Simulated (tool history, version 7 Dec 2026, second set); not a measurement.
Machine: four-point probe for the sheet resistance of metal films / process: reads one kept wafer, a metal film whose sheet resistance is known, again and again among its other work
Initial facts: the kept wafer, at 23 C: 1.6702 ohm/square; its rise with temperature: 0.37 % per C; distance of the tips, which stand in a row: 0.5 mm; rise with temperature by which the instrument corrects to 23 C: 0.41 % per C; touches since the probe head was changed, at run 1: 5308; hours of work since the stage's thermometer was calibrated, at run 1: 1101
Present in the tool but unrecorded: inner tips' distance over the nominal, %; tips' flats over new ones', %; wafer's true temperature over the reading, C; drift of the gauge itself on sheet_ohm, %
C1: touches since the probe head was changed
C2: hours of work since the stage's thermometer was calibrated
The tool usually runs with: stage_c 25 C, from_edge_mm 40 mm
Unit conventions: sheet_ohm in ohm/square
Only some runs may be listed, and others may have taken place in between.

Run 1, hour 0.0: usual settings; C1 5308; C2 1101. Result: sheet_ohm 1.674545 ohm/square.
Run 2, hour 15.3: usual settings but from_edge_mm 3 mm; C1 5763; C2 1110. Result: sheet_ohm 1.699019 ohm/square.
Run 3, hour 31.1: usual settings but from_edge_mm 5 mm; C1 6233; C2 1119. Result: sheet_ohm 1.683038 ohm/square.
Run 4, hour 48.6: usual settings but from_edge_mm 5 mm; C1 6753; C2 1129. Result: sheet_ohm 1.682861 ohm/square.
Run 5, hour 63.6: usual settings but from_edge_mm 5 mm; C1 7202; C2 1137. Result: sheet_ohm 1.683392 ohm/square.
Run 6, hour 71.1: usual settings but from_edge_mm 8 mm; C1 7425; C2 1142. Result: sheet_ohm 1.677570 ohm/square.
Run 7, hour 85.9: usual settings but from_edge_mm 8 mm; C1 7864; C2 1150. Result: sheet_ohm 1.677768 ohm/square.
Run 8, hour 93.3: usual settings; C1 8085; C2 1155. Result: sheet_ohm 1.674257 ohm/square.
Run 9, hour 106.6: usual settings but from_edge_mm 30 mm; C1 8480; C2 1162. Result: sheet_ohm 1.674518 ohm/square.
Run 10, hour 113.9: usual settings but from_edge_mm 30 mm; C1 8699; C2 1166. Result: sheet_ohm 1.674405 ohm/square.
Run 11, hour 131.4: usual settings but from_edge_mm 16 mm; C1 9219; C2 1176. Result: sheet_ohm 1.674246 ohm/square.
Run 12, hour 148.1: usual settings but stage_c 28 C, from_edge_mm 16 mm; C1 9715; C2 1186. Result: sheet_ohm 1.673445 ohm/square.
Run 13, hour 158.1: usual settings but stage_c 28 C, from_edge_mm 16 mm; C1 10012; C2 1192. Result: sheet_ohm 1.672847 ohm/square.
Run 14, hour 167.8: usual settings but stage_c 24 C; C1 10301; C2 1197. Result: sheet_ohm 1.674718 ohm/square.
Run 15, hour 179.3: usual settings but stage_c 24 C; C1 10644; C2 1204. Result: sheet_ohm 1.674904 ohm/square.
Run 16, hour 193.6: usual settings but stage_c 24 C; C1 11069; C2 1212. Result: sheet_ohm 1.675085 ohm/square.
Run 17, hour 210.0: usual settings but stage_c 24 C, from_edge_mm 4 mm; C1 11558; C2 1222. Result: sheet_ohm 1.687924 ohm/square.
Run 18, hour 223.6: usual settings; C1 11961; C2 1230. Result: sheet_ohm 1.673614 ohm/square.
Run 19, hour 233.2: usual settings; C1 12249; C2 1235. Result: sheet_ohm 1.673646 ohm/square.
Run 20, hour 243.4: usual settings; C1 12551; C2 1241. Result: sheet_ohm 1.673555 ohm/square.
Run 21, hour 259.7: usual settings; C1 13035; C2 1250. Result: sheet_ohm 1.673866 ohm/square.
Run 22, hour 272.2: usual settings; C1 13408; C2 1258. Result: sheet_ohm 1.673988 ohm/square.
Run 23, hour 282.1: usual settings but from_edge_mm 3 mm; C1 13704; C2 1263. Result: sheet_ohm 1.697740 ohm/square.
Run 24, hour 298.9: usual settings but from_edge_mm 3 mm; C1 14204; C2 1273. Result: sheet_ohm 1.698400 ohm/square.
Run 25, hour 313.3: usual settings but from_edge_mm 3 mm; C1 14632; C2 1281. Result: sheet_ohm 1.697921 ohm/square.
Run 26, hour 330.9: usual settings but stage_c 30 C, from_edge_mm 13 mm; C1 15157; C2 1291. Result: sheet_ohm 1.671361 ohm/square.
Run 27, hour 346.0: usual settings but stage_c 30 C, from_edge_mm 25 mm; C1 15604; C2 1300. Result: sheet_ohm 1.671139 ohm/square.
Run 28, hour 354.7: usual settings but stage_c 18 C; C1 15865; C2 1305. Result: sheet_ohm 1.678504 ohm/square.
Run 29, hour 371.1: usual settings but stage_c 27 C, from_edge_mm 12 mm; C1 16352; C2 1314. Result: sheet_ohm 1.673651 ohm/square.
Run 30, hour 381.9: usual settings but stage_c 27 C, from_edge_mm 12 mm; C1 16673; C2 1321. Result: sheet_ohm 1.673547 ohm/square.
Run 31, hour 396.3: usual settings but stage_c 21 C; C1 17103; C2 1329. Result: sheet_ohm 1.675795 ohm/square.
At hour 397.8: stage's thermometer calibrated.
Run 32, hour 410.8: usual settings but stage_c 32 C, from_edge_mm 10 mm; C1 17518; C2 7. Result: sheet_ohm 1.670547 ohm/square.
At hour 427.3: stage's thermometer calibrated, once more.
Run 33, hour 427.3: usual settings but stage_c 23 C, from_edge_mm 14 mm; C1 17995; C2 0. Result: sheet_ohm 1.677541 ohm/square.
Run 34, hour 442.5: usual settings but stage_c 21 C, from_edge_mm 38 mm; C1 18447; C2 9. Result: sheet_ohm 1.678311 ohm/square.
Run 35, hour 455.0: usual settings but stage_c 18 C, from_edge_mm 66 mm; C1 18818; C2 16. Result: sheet_ohm 1.679788 ohm/square.
Run 36, hour 468.0: usual settings but from_edge_mm 50 mm; C1 19206; C2 23. Result: sheet_ohm 1.674858 ohm/square.
Run 37, hour 475.9: usual settings but stage_c 20 C, from_edge_mm 73 mm; C1 19440; C2 28. Result: sheet_ohm 1.678155 ohm/square.
Run 38, hour 492.9: usual settings but stage_c 31 C, from_edge_mm 15 mm; C1 19946; C2 38. Result: sheet_ohm 1.672216 ohm/square.
Run 39, hour 508.7: usual settings but stage_c 31 C, from_edge_mm 15 mm; C1 20417; C2 47. Result: sheet_ohm 1.671956 ohm/square.
Run 40, hour 524.1: usual settings but stage_c 18 C, from_edge_mm 4 mm; C1 20877; C2 56. Result: sheet_ohm 1.693919 ohm/square.

Run 41 has not been measured yet. What should we expect?
Run 41, hour 535.3: usual settings but from_edge_mm 39 mm; C1 21208; C2 62. Result: sheet_ohm ?.

{"run 41": {"sheet_ohm": 1.67487}}
On a tool with no hidden condition, and with the same random variation, this run would have come out at sheet_ohm 1.668762 ohm/square.

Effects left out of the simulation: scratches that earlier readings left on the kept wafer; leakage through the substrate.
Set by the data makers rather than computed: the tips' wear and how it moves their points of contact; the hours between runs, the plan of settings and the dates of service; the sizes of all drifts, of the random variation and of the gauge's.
